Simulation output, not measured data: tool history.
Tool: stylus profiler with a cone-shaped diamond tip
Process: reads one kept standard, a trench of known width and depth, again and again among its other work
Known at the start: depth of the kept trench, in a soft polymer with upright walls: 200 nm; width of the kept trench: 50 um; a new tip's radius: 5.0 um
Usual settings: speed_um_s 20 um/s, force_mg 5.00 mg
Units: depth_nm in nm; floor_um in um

run,hour,speed_um_s,force_mg,depth_nm,floor_um
1,0.0,20,5.00,205.35,47.05
2,22.6,7,5.00,205.29,47.02
3,37.0,7,5.00,205.36,46.99
4,51.6,7,5.00,205.37,46.95
5,69.6,7,5.00,205.40,46.95
6,101.7,7,5.00,205.40,46.97
7,123.2,7,5.00,205.27,46.93
8,151.3,7,5.00,205.48,46.90
9,185.4,7,5.00,205.32,46.89
10,216.7,7,5.00,205.39,46.90
11,243.9,7,5.00,205.41,46.89
12,258.4,20,3.52,204.37,46.83
13,274.9,20,3.52,204.28,46.84
14,288.9,20,3.52,204.32,46.81
15,314.6,20,3.52,204.35,46.86
16,344.5,20,3.52,204.39,46.81
17,368.9,20,5.00,205.43,46.78
18,388.9,20,3.74,204.54,46.78
19,408.2,20,3.74,204.54,46.80
20,423.4,20,3.74,204.57,46.76
21,443.8,20,5.00,205.43,46.76
22,471.8,20,3.34,204.23,46.79
23,494.7,20,3.34,204.28,46.75
24,515.0,6,2.70,203.69,46.79
25,537.9,6,2.70,203.72,46.76
26,565.2,48,6.29,206.40,46.68
27,581.4,12,11.81,209.51,46.75
28,603.0,7,2.61,203.61,46.70
29,627.8,15,12.66,210.05,46.69
30,647.2,25,2.18,203.35,46.60
31,674.1,14,2.18,203.23,46.69
32,700.6,7,2.44,203.51,46.66
33,721.2,7,2.44,203.57,46.65
34,740.7,7,2.44,203.48,46.64
35,767.2,33,3.67,204.54,46.55
36,800.2,9,2.67,203.68,46.66
37,832.8,52,8.35,207.70,46.55
38,866.1,52,8.35,207.78,46.57
39,887.1,28,3.62,204.63,46.57
40,920.8,28,3.62,204.69,46.56
41,938.9,28,3.62,204.53,46.52
42,959.1,28,3.62,204.54,46.50
43,992.7,26,11.51,209.56,46.51
44,1009.1,40,6.76,206.72,46.51
45,1039.7,6,9.95,208.80,46.53
46,1056.3,6,9.95,208.75,46.53

4 ways to go on from here, each from the tool as it stands after run 46. What would each give?
A,1076.0,24,9.65,?,?
B,1076.0,31,2.37,?,?
C,1076.0,19,5.72,?,?
D,1076.0,11,6.44,?,?

run,depth_nm,floor_um
A,208.58,46.49
B,203.61,46.47
C,206.16,46.48
D,206.59,46.52
Without the tool's hidden state the same runs would have given:
run,depth_nm,floor_um
A,208.18,47.16
B,203.22,47.14
C,205.77,47.15
D,206.19,47.19

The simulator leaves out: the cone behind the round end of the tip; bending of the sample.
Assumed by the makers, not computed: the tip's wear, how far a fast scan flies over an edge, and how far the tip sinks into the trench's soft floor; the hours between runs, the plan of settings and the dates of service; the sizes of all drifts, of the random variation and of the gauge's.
